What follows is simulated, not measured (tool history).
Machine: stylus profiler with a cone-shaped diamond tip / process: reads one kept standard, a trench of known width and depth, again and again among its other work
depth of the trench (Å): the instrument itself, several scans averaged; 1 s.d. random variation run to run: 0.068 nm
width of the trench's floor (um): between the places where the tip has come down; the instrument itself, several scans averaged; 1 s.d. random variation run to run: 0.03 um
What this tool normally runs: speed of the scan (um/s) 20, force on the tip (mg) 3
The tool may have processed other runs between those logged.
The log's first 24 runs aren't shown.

run    hour  speed of the scan (um/s)  force on the tip (mg)  depth of the trench (Å)  width of the trench's floor (um)
 25  2261.2                        20                      3                   2028.2                             46.86
 26  2373.3                        20                      3                   2028.8                             46.92
 27  2501.8                         9                   8.45                   2060.5                             46.87
 28  2605.7                         9                   3.44                   2031.4                             46.86
 29  2733.1                        47                   3.65                     2030                             46.69
 30  2823.2                         5                   6.52                   2049.4                             46.83
 31    2950                        56                   8.46                   2059.8                             46.72
 32  3037.8                        24                   1.33                   2011.5                             46.63
 33    3113                        12                   2.73                   2021.7                             46.74
     3162.8  -- height scale calibrated on a step standard
 34  3233.7                         9                   2.21                   2026.3                             46.73
 35    3365                         9                   2.21                   2026.3                              46.7
 36  3478.6                        72                   4.09                   2040.4                             46.48
 37  3597.9                        12                   1.07                   2013.7                             46.63
 38  3694.7                        15                   2.01                   2021.7                             46.61
 39  3780.7                        15                   2.01                   2021.1                             46.59
 40  3853.1                        15                   2.01                   2022.3                             46.57
 41  3986.9                        11                   1.43                   2015.7                             46.59
 42  4089.1                        11                    1.4                   2014.2                             46.49
 43  4168.8                        61                   2.11                   2020.1                             46.31
 44    4261                         8                   3.98                   2036.2                             46.46
 45  4332.5                         8                   8.47                   2060.8                             46.49

Each row is a separate what-if for the run after 45, all from the same tool condition, not one after another. Results?
  A  4391.2                         6                   2.66                        ?                                 ?
  B  4391.2                        12                   2.71                        ?                                 ?
  C  4391.2                         8                   2.57                        ?                                 ?

run  depth of the trench (Å)  width of the trench's floor (um)
  A                     2024                             46.45
  B                   2024.8                             46.47
  C                   2023.1                             46.51
Take away the tool's hidden state, keep each run's random variation, and the runs would have read:
run  depth of the trench (Å)  width of the trench's floor (um)
  A                   2030.7                             47.16
  B                   2031.5                             47.18
  C                   2029.8                             47.22
